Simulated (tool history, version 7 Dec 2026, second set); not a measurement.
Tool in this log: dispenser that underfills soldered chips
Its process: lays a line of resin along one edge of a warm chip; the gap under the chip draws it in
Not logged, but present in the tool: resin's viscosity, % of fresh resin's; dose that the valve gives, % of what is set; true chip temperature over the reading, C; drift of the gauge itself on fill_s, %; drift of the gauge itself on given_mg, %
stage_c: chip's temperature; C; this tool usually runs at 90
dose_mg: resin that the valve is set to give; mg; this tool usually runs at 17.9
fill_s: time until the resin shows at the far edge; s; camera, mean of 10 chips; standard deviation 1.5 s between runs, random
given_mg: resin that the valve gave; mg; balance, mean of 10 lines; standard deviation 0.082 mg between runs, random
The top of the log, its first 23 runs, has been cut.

run   hour  stage_c  dose_mg  hours of work since the syringe was changed  hours of work since the valve was cleaned  hours of work since the stage was calibrated  fill_s  given_mg
       216  -- new syringe of resin
 24  220.7       76     16.1                                            3                                         21                                           393   249.9      15.6
     226.9  -- new syringe of resin
 25    232       90     20.3                                            3                                         29                                           400   159.8     19.73
     237.6  -- new syringe of resin
 26  244.3       82     15.9                                            4                                         37                                           408   222.2      15.3
     247.9  -- new syringe of resin
 27  256.8       97     16.4                                            6                                         45                                           416   147.2     15.75
     258.2  -- new syringe of resin
 28  265.3      101     21.6                                            5                                         50                                           421   115.8     20.53
     268.6  -- new syringe of resin
 29  278.3       76     21.5                                            6                                         59                                           430     264     20.13
     279.7  -- new syringe of resin
     289.6  -- dispensing valve cleaned and set on the balance
     291.2  -- new syringe of resin
 30  291.5       94     19.5                                            0                                          1                                           437     128     19.46
     302.4  -- new syringe of resin
 31  305.4       76     20.9                                            2                                         10                                           446   237.4     20.65
     313.5  -- new syringe of resin
 32    320       84     20.9                                            4                                         19                                           456   196.1     20.69
     324.2  -- new syringe of resin
 33    330      105     15.5                                            4                                         26                                           462   108.6     15.21

Predict each of these 3 candidate next runs independently; none follows another, all start after run 33:
     334.7  -- new syringe of resin
  A  343.3       93     22.4                                            6                                         34                                           471       ?         ?
     334.7  -- new syringe of resin
  B  343.3       87     17.6                                            6                                         34                                           471       ?         ?
     334.7  -- new syringe of resin
  C  343.3       81     22.5                                            6                                         34                                           471       ?         ?

run  fill_s  given_mg
  A   148.6     21.56
  B   187.1     17.08
  C   218.1     21.83
Had the tool no hidden state, the same runs would have come out as:
run  fill_s  given_mg
  A   132.8     22.26
  B   166.7     17.64
  C   195.7     22.55

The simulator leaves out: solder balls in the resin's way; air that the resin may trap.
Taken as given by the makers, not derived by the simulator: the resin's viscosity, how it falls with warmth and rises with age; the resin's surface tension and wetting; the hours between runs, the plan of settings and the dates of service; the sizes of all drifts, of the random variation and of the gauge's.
